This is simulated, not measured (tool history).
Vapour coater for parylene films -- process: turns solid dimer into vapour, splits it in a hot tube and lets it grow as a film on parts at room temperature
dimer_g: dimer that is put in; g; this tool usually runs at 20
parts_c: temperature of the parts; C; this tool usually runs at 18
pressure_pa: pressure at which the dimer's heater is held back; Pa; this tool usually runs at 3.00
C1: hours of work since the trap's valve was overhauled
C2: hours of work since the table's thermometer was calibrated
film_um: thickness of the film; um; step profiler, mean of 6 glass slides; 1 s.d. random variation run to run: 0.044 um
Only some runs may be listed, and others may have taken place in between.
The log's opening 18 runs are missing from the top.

Run 19, hour 603.4: usual settings; C1 84; C2 360. Result: film_um 4.96 um.
Run 20, hour 641.3: usual settings; C1 114; C2 390. Result: film_um 4.92 um.
Run 21, hour 687.2: usual settings; C1 151; C2 427. Result: film_um 4.80 um.
Run 22, hour 719.9: usual settings but dimer_g 32 g; C1 177; C2 453. Result: film_um 7.48 um.
Run 23, hour 754.2: usual settings but dimer_g 32 g; C1 204; C2 480. Result: film_um 7.43 um.
Run 24, hour 778.4: usual settings but dimer_g 21 g, pressure_pa 2.86 Pa; C1 223; C2 499. Result: film_um 4.77 um.
At hour 826.0: trap's valve overhauled.
Run 25, hour 828.0: usual settings but dimer_g 16 g, parts_c 15 C, pressure_pa 2.82 Pa; C1 2; C2 536. Result: film_um 4.72 um.
Run 26, hour 866.0: usual settings but dimer_g 19 g, parts_c 23 C, pressure_pa 3.85 Pa; C1 32; C2 566. Result: film_um 3.78 um.
Run 27, hour 904.2: usual settings but dimer_g 22 g, parts_c 11 C, pressure_pa 3.85 Pa; C1 62; C2 596. Result: film_um 6.30 um.
Run 28, hour 940.4: usual settings but dimer_g 22 g, parts_c 10 C, pressure_pa 2.01 Pa; C1 91; C2 625. Result: film_um 6.23 um.
Run 29, hour 960.8: usual settings but dimer_g 22 g, parts_c 10 C, pressure_pa 2.01 Pa; C1 107; C2 641. Result: film_um 6.13 um.
Run 30, hour 1005.0: usual settings but dimer_g 26 g, parts_c 12 C, pressure_pa 3.83 Pa; C1 142; C2 676. Result: film_um 7.13 um.
Run 31, hour 1048.5: usual settings but dimer_g 32 g, parts_c 12 C, pressure_pa 11.69 Pa; C1 177; C2 711. Result: film_um 6.86 um.

Run 32 comes next. What will it give?
Run 32, hour 1096.4: usual settings but dimer_g 32 g, parts_c 14 C, pressure_pa 3.39 Pa; C1 215; C2 749. Result: film_um ?.

film_um: 8.32 um
With no hidden state in the tool, this same run would have given film_um 9.54 um.
